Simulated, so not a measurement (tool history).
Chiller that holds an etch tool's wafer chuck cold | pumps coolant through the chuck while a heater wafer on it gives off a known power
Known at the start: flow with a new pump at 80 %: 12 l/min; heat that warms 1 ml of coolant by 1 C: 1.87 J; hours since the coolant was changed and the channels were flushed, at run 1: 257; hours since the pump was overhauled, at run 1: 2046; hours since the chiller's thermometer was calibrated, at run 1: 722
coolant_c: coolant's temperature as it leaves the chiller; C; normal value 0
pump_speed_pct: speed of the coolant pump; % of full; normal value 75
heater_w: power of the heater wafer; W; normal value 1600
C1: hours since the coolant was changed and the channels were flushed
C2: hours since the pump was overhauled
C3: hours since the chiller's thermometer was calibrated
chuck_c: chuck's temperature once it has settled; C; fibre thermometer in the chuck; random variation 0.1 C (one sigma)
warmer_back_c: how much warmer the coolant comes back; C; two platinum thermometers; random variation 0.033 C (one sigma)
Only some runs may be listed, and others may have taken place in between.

Run 1, day 0: usual settings; C1 257; C2 2046; C3 722. Result: chuck_c 16 C, warmer_back_c 4.62 C.
Run 2, day 1.458: usual settings; C1 292; C2 2081; C3 757. Result: chuck_c 16.3 C, warmer_back_c 4.61 C.
Run 3, day 2.692: usual settings; C1 321; C2 2111; C3 787. Result: chuck_c 15.9 C, warmer_back_c 4.67 C.
Run 4, day 4.083: usual settings; C1 355; C2 2144; C3 820. Result: chuck_c 16.1 C, warmer_back_c 4.67 C.
Run 5, day 5.796: usual settings; C1 396; C2 2185; C3 861. Result: chuck_c 16.2 C, warmer_back_c 4.65 C.
Run 6, day 7.517: usual settings; C1 437; C2 2227; C3 903. Result: chuck_c 16.1 C, warmer_back_c 4.67 C.
Run 7, day 9.429: usual settings but pump_speed_pct 94 % of full; C1 483; C2 2273; C3 948. Result: chuck_c 13.3 C, warmer_back_c 3.67 C.
Run 8, day 11.338: usual settings; C1 529; C2 2318; C3 994. Result: chuck_c 16.2 C, warmer_back_c 4.61 C.
Run 9, day 13.529: usual settings; C1 581; C2 2371; C3 1047. Result: chuck_c 16.3 C, warmer_back_c 4.65 C.
Run 10, day 15.179: usual settings but coolant_c 2 C; C1 621; C2 2411; C3 1086. Result: chuck_c 18.3 C, warmer_back_c 4.67 C.
Run 11, day 16.092: usual settings but coolant_c 2 C; C1 643; C2 2433; C3 1108. Result: chuck_c 18.2 C, warmer_back_c 4.63 C.
Run 12, day 17.554: usual settings but coolant_c 2 C; C1 678; C2 2468; C3 1143. Result: chuck_c 18.3 C, warmer_back_c 4.64 C.
Run 13, day 18.921: usual settings but coolant_c 2 C, pump_speed_pct 80 % of full; C1 711; C2 2500; C3 1176. Result: chuck_c 17.3 C, warmer_back_c 4.3 C.
Run 14, day 20.521: usual settings but heater_w 2071 W; C1 749; C2 2539; C3 1215. Result: chuck_c 21.3 C, warmer_back_c 6.03 C.
Run 15, day 22: usual settings but heater_w 2071 W; C1 785; C2 2574; C3 1250. Result: chuck_c 21.3 C, warmer_back_c 6.03 C.
Run 16, day 23.217: usual settings but heater_w 2071 W; C1 814; C2 2604; C3 1279. Result: chuck_c 21 C, warmer_back_c 6.01 C.
Run 17, day 24.988: usual settings; C1 856; C2 2646; C3 1322. Result: chuck_c 16.2 C, warmer_back_c 4.62 C.
Run 18, day 26.421: usual settings; C1 891; C2 2680; C3 1356. Result: chuck_c 16.3 C, warmer_back_c 4.72 C.
Run 19, day 28.046: usual settings but coolant_c 3 C, heater_w 1371 W; C1 930; C2 2719; C3 1395. Result: chuck_c 16.9 C, warmer_back_c 3.97 C.
Run 20, day 29.125: usual settings but coolant_c 3 C, heater_w 1371 W; C1 956; C2 2745; C3 1421. Result: chuck_c 17.1 C, warmer_back_c 3.99 C.
Run 21, day 31.133: usual settings but coolant_c 5 C, pump_speed_pct 95 % of full, heater_w 1261 W; C1 1004; C2 2793; C3 1469. Result: chuck_c 15.5 C, warmer_back_c 2.9 C.
Run 22, day 33.296: usual settings but coolant_c 8 C, pump_speed_pct 76 % of full, heater_w 2113 W; C1 1056; C2 2845; C3 1521. Result: chuck_c 29.6 C, warmer_back_c 6.14 C.
Run 23, day 34.308: usual settings but coolant_c 8 C, pump_speed_pct 76 % of full, heater_w 2113 W; C1 1080; C2 2870; C3 1546. Result: chuck_c 29.6 C, warmer_back_c 6.12 C.
Run 24, day 35.871: usual settings but coolant_c -2 C, pump_speed_pct 73 % of full, heater_w 833 W; C1 1118; C2 2907; C3 1583. Result: chuck_c 6.6 C, warmer_back_c 2.51 C.
Run 25, day 37.879: usual settings but coolant_c -5 C, pump_speed_pct 99 % of full, heater_w 884 W; C1 1166; C2 2955; C3 1631. Result: chuck_c 2.1 C, warmer_back_c 1.91 C.
Run 26, day 40.075: usual settings but coolant_c -5 C, pump_speed_pct 99 % of full, heater_w 2230 W; C1 1218; C2 3008; C3 1684. Result: chuck_c 13 C, warmer_back_c 4.79 C.
Run 27, day 40.988: usual settings but coolant_c -5 C, pump_speed_pct 97 % of full, heater_w 2230 W; C1 1240; C2 3030; C3 1706. Result: chuck_c 13.5 C, warmer_back_c 4.95 C.
Run 28, day 42.046: usual settings but coolant_c -5 C, heater_w 803 W; C1 1266; C2 3055; C3 1731. Result: chuck_c 3.2 C, warmer_back_c 2.36 C.
Run 29, day 43.221: usual settings but coolant_c 2 C; C1 1294; C2 3084; C3 1759. Result: chuck_c 18.3 C, warmer_back_c 4.67 C.
Run 30, day 45.238: usual settings but coolant_c -7 C, pump_speed_pct 99 % of full, heater_w 1294 W; C1 1342; C2 3132; C3 1808. Result: chuck_c 3.5 C, warmer_back_c 2.84 C.
Run 31, day 46.508: usual settings but coolant_c 6 C, heater_w 1483 W; C1 1373; C2 3162; C3 1838. Result: chuck_c 21.3 C, warmer_back_c 4.32 C.
Run 32, day 48.642: usual settings but coolant_c -9 C, pump_speed_pct 64 % of full; C1 1424; C2 3214; C3 1890. Result: chuck_c 10.2 C, warmer_back_c 5.61 C.
Run 33, day 50.5: usual settings but coolant_c -6 C, pump_speed_pct 91 % of full, heater_w 1280 W; C1 1469; C2 3258; C3 1934. Result: chuck_c 5.1 C, warmer_back_c 3.01 C.

Alternative continuations, all from the tool just after run 33; predict every row:
Run A, day 52.2: usual settings but heater_w 1594 W; C1 1509; C2 3299; C3 1975. Result: chuck_c ?, warmer_back_c ?.
Run B, day 52.2: usual settings but coolant_c 1 C, pump_speed_pct 92 % of full; C1 1509; C2 3299; C3 1975. Result: chuck_c ?, warmer_back_c ?.
Run C, day 52.2: usual settings but coolant_c -4 C, pump_speed_pct 87 % of full, heater_w 1937 W; C1 1509; C2 3299; C3 1975. Result: chuck_c ?, warmer_back_c ?.

run  chuck_c  warmer_back_c
  A     16.8           4.66
  B     14.8           3.83
  C     13.9           4.79
Had the tool no hidden state, the same runs would have come out as:
run  chuck_c  warmer_back_c
  A     15.9           4.54
  B     14.1           3.74
  C     12.8           4.67
